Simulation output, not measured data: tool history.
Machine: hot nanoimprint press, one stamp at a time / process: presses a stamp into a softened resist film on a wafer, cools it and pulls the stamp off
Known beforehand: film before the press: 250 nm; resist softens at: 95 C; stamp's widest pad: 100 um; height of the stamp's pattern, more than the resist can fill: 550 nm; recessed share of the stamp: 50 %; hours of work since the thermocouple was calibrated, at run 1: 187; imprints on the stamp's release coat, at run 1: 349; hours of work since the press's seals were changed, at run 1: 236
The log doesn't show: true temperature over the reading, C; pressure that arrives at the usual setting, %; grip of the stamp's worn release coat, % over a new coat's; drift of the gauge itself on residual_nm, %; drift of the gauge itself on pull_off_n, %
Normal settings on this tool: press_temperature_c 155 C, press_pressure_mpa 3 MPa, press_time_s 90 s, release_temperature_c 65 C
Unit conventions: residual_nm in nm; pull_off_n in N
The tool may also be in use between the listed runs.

run,hour,press_temperature_c,press_pressure_mpa,press_time_s,release_temperature_c,hours of work since the thermocouple was calibrated,imprints on the stamp's release coat,hours of work since the press's seals were changed,residual_nm,pull_off_n
1,0,155,3,90,65,187,349,236,149.9,143
2,9.6,155,3,90,65,193,376,242,149.5,137
3,17.4,155,3,90,50,197,397,246,148.1,208
4,26,155,3,90,50,203,421,252,149.7,203
5,31.7,155,3,90,50,206,436,255,148.5,206
6,38,155,3,90,55,210,454,259,149.3,182
7,48.9,155,3,90,55,217,483,266,150.1,191
8,60,155,1.85,90,65,224,514,273,184.3,146
9,73.2,155,3,176,65,232,550,281,123.3,153
# hour 77.1: plate thermocouple calibrated
10,82,155,3,176,65,3,566,284,124.5,152
11,92.9,155,3,114,65,10,596,291,142.5,154
12,100.2,156,3,90,67,14,616,296,145.2,150
13,111.4,155,4.47,65,64,21,646,302,135.6,157
14,122.4,149,4.13,106,59,28,677,309,156.9,183
# hour 132.4: plate thermocouple calibrated, once more
15,134.2,155,3,90,51,1,701,315,148.3,216
16,146.1,155,3,134,65,8,733,322,132.3,157
17,159,155,3,134,65,16,769,330,133.6,160
18,168.4,155,3,90,55,22,794,336,148.5,196

Consider 3 possible next runs. They are alternatives, not a sequence: every one starts from the tool as it was left by run 18. What does each give?
A,181.9,163,3,91,62,30,831,344,?,?
B,181.9,161,2.08,90,57,30,831,344,?,?
C,181.9,159,3,55,65,30,831,344,?,?

run,residual_nm,pull_off_n
A,109.1,173
B,143.7,192
C,147.3,162
With no hidden state in the tool, these same runs would have given:
run,residual_nm,pull_off_n
A,107.7,142
B,142.4,156
C,145.7,133
